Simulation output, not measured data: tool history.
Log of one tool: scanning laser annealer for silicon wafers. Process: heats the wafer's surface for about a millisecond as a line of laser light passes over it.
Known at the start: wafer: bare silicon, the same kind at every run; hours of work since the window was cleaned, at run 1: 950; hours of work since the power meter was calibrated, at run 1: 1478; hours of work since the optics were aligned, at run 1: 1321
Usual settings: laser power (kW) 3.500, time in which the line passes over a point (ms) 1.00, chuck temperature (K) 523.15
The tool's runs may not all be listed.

run    hour  laser power (kW)  time in which the line passes over a point (ms)  chuck temperature (K)  hours of work since the window was cleaned  hours of work since the power meter was calibrated  hours of work since the optics were aligned  highest temperature of the surface (K)
  1     0.0             3.500                                             1.00                 523.15                                         950                                                1478                                         1321                                 1366.15
  2    53.1             3.500                                             1.00                 523.15                                         980                                                1509                                         1352                                 1367.15
       85.3  -- window over the wafer cleaned
  3    88.5             3.500                                             1.00                 523.15                                           2                                                1528                                         1371                                 1367.15
  4   133.4             3.500                                             1.00                 523.15                                          27                                                1553                                         1396                                 1368.15
  5   164.5             3.500                                             1.00                 523.15                                          45                                                1571                                         1414                                 1367.15
  6   236.9             3.500                                             1.00                 523.15                                          87                                                1612                                         1455                                 1366.15
  7   302.3             3.500                                             1.00                 523.15                                         124                                                1650                                         1493                                 1366.15
  8   365.4             3.500                                             1.00                 523.15                                         160                                                1686                                         1529                                 1373.15
  9   416.6             3.500                                             1.00                 523.15                                         189                                                1715                                         1558                                 1369.15
 10   482.7             3.500                                             1.00                 523.15                                         227                                                1753                                         1596                                 1365.15
 11   533.7             3.500                                             1.00                 523.15                                         256                                                1782                                         1625                                 1368.15
 12   592.2             3.500                                             1.00                 523.15                                         290                                                1816                                         1659                                 1366.15
 13   659.7             3.500                                             1.00                 523.15                                         328                                                1854                                         1697                                 1368.15
 14   732.1             3.500                                             1.00                 523.15                                         370                                                1896                                         1739                                 1370.15
 15   793.8             3.500                                             1.00                 523.15                                         405                                                1931                                         1774                                 1368.15
 16   853.5             3.579                                             1.00                 523.15                                         439                                                1965                                         1808                                 1386.15
 17   921.0             3.579                                             1.00                 523.15                                         478                                                2004                                         1847                                 1386.15
 18   986.1             3.579                                             1.00                 523.15                                         515                                                2041                                         1884                                 1388.15
 19  1025.8             3.500                                             1.00                 521.15                                         538                                                2064                                         1907                                 1366.15
     1042.0  -- optics aligned, line set to its width
 20  1097.6             3.500                                             1.00                 521.15                                         576                                                2102                                           32                                 1368.15
 21  1158.2             3.500                                             1.00                 495.15                                         611                                                2137                                           66                                 1342.15
 22  1203.8             3.096                                             0.81                 523.15                                         637                                                2163                                           93                                 1191.15
 23  1262.6             3.096                                             0.81                 523.15                                         670                                                2196                                          126                                 1191.15
 24  1319.5             3.812                                             1.00                 520.15                                         703                                                2229                                          159                                 1444.15
 25  1385.3             3.288                                             1.24                 522.15                                         741                                                2266                                          196                                 1411.15
 26  1427.0             3.469                                             0.87                 518.15                                         764                                                2290                                          220                                 1294.15
 27  1480.9             3.821                                             0.77                 536.15                                         795                                                2321                                          251                                 1340.15
 28  1512.1             3.329                                             0.77                 536.15                                         813                                                2339                                          269                                 1234.15
 29  1547.4             3.450                                             1.00                 553.15                                         833                                                2359                                          289                                 1386.15
 30  1600.7             3.450                                             1.18                 534.15                                         864                                                2390                                          320                                 1443.15
 31  1637.9             3.009                                             0.75                 523.15                                         885                                                2411                                          341                                 1145.15
 32  1683.4             3.500                                             0.94                 540.15                                         911                                                2437                                          367                                 1356.15
 33  1746.6             3.216                                             1.01                 530.15                                         947                                                2473                                          403                                 1312.15
 34  1800.4             3.216                                             1.10                 530.15                                         978                                                2504                                          434                                 1346.15
     1839.7  -- window over the wafer cleaned
 35  1872.5             2.977                                             0.86                 542.15                                          19                                                2544                                          474                                 1202.15
 36  1922.1             3.126                                             0.93                 509.15                                          47                                                2572                                          502                                 1233.15
 37  1967.3             3.126                                             0.84                 554.15                                          73                                                2598                                          528                                 1243.15
 38  2015.4             3.500                                             1.00                 486.15                                         100                                                2626                                          556                                 1329.15
 39  2089.1             3.546                                             1.19                 536.15                                         143                                                2668                                          598                                 1478.15
 40  2130.0             3.546                                             1.19                 536.15                                         166                                                2691                                          621                                 1478.15
 41  2200.3             3.546                                             1.19                 536.15                                         206                                                2731                                          661                                 1478.15

Forecast each of these 3 alternatives for the next run:
  A  2250.4             3.634                                             1.19                 512.15                                         235                                                2760                                          690                                       ?
  B  2250.4             3.546                                             1.19                 548.15                                         235                                                2760                                          690                                       ?
  C  2250.4             3.500                                             1.00                 515.15                                         235                                                2760                                          690                                       ?

run  highest temperature of the surface (K)
  A                                 1477.15
  B                                 1490.15
  C                                 1361.15
Without the tool's hidden state the same runs would have given:
run  highest temperature of the surface (K)
  A                                 1477.15
  B                                 1490.15
  C                                 1361.15
